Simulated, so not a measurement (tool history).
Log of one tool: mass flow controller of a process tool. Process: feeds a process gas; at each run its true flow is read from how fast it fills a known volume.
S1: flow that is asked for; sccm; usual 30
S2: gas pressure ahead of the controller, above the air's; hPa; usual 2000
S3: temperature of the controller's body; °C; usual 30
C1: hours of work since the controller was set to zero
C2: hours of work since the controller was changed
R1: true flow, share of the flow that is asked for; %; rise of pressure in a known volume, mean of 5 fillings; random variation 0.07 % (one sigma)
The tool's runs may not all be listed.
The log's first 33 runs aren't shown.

run 34 hour=10019.2 | S1=19 S2=1690 S3=25 | C1=2926 C2=8731 | R1=95.34
-- hour=10158 controller exchanged for a calibrated one
run 35 hour=10265.8 | S1=19 S2=1690 S3=25 | C1=40 C2=40 | R1=98.08
run 36 hour=10543.2 | S1=19 S2=1690 S3=25 | C1=144 C2=144 | R1=98
run 37 hour=10971.5 | S1=19 S2=1690 S3=25 | C1=305 C2=305 | R1=98.02
run 38 hour=11152.5 | S1=19 S2=2230 S3=23 | C1=373 C2=373 | R1=98
run 39 hour=11375.4 | S1=30 S2=2450 S3=37 | C1=456 C2=456 | R1=99.06
run 40 hour=11580.7 | S1=30 S2=2450 S3=37 | C1=533 C2=533 | R1=98.93
run 41 hour=11970 | S1=40 S2=1530 S3=21 | C1=679 C2=679 | R1=98.74
run 42 hour=12201.2 | S1=10 S2=1410 S3=35 | C1=766 C2=766 | R1=97.76
run 43 hour=12402.3 | S1=6 S2=2090 S3=30 | C1=841 C2=841 | R1=97.8
run 44 hour=12611.6 | S1=6 S2=2090 S3=30 | C1=920 C2=920 | R1=97.97
run 45 hour=12964.2 | S1=31 S2=2000 S3=35 | C1=1052 C2=1052 | R1=99.01
run 46 hour=13310.1 | S1=9 S2=2020 S3=29 | C1=1181 C2=1181 | R1=97.76
run 47 hour=13552.1 | S1=30 S2=1660 S3=30 | C1=1272 C2=1272 | R1=98.48

Forecast each of these 3 alternatives for the next run:
run A hour=13743.2 | S1=12 S2=1880 S3=30 | C1=1344 C2=1344 | R1=?
run B hour=13743.2 | S1=10 S2=2230 S3=25 | C1=1344 C2=1344 | R1=?
run C hour=13743.2 | S1=30 S2=1660 S3=30 | C1=1344 C2=1344 | R1=?

run=A R1=97.7
run=B R1=97.76
run=C R1=98.57
Without the tool's hidden state the same runs would have given:
run=A R1=97.86
run=B R1=97.82
run=C R1=99.03
